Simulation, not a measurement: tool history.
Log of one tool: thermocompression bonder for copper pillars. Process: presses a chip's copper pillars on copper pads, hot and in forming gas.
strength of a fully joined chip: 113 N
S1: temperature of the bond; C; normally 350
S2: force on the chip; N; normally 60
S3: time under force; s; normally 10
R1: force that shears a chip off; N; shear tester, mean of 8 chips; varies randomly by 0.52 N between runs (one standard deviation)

| run | day | S1 | S2 | S3 | R1 |
|---|---|---|---|---|---|
| 1 | 0 | 350 | 60 | 10 | 35.2 |
| 2 | 1.354 | 350 | 60 | 10 | 34.2 |
|  | 1.588 | heater calibrated with a thermocouple chip |
| 3 | 3.258 | 363 | 60 | 10 | 41.7 |
| 4 | 5.133 | 350 | 62 | 10 | 37.5 |
|  | 6.029 | forming gas filter changed |
| 5 | 6.846 | 350 | 62 | 10 | 39 |
| 6 | 8.708 | 350 | 80 | 10 | 46.1 |
| 7 | 9.679 | 374 | 60 | 10 | 46.3 |
| 8 | 11.033 | 374 | 60 | 10 | 45.5 |
| 9 | 12.246 | 374 | 60 | 10 | 47.4 |
| 10 | 14.088 | 350 | 50 | 13 | 34.9 |
|  | 14.267 | force cell calibrated |
| 11 | 14.983 | 350 | 54 | 10 | 32.8 |
| 12 | 16.562 | 349 | 46 | 7 | 25.1 |
| 13 | 17.725 | 327 | 50 | 6 | 18.9 |
| 14 | 19.629 | 327 | 50 | 6 | 17.7 |
| 15 | 21.242 | 327 | 50 | 6 | 18.8 |
| 16 | 22.429 | 370 | 67 | 5 | 34.4 |
| 17 | 24.017 | 329 | 67 | 5 | 21.4 |

Consider 5 possible next runs. They are alternatives, not a sequence: every one starts from the tool as it was left by run 17. What does each give?
|  | 25.175 | force cell calibrated, once more |
| A | 25.554 | 353 | 67 | 5 | ? |
|  | 25.175 | force cell calibrated, once more |
| B | 25.554 | 329 | 67 | 20 | ? |
|  | 25.175 | force cell calibrated, once more |
| C | 25.554 | 369 | 60 | 10 | ? |
|  | 25.175 | force cell calibrated, once more |
| D | 25.554 | 337 | 83 | 6 | ? |
|  | 25.175 | force cell calibrated, once more |
| E | 25.554 | 364 | 39 | 8 | ? |

| run | R1 |
|---|---|
| A | 29.6 |
| B | 40.4 |
| C | 42.4 |
| D | 32.2 |
| E | 27 |
Take away the tool's hidden state, keep each run's random variation, and the runs would have read:
| run | R1 |
|---|---|
| A | 33.7 |
| B | 46 |
| C | 47.8 |
| D | 36.7 |
| E | 30.8 |
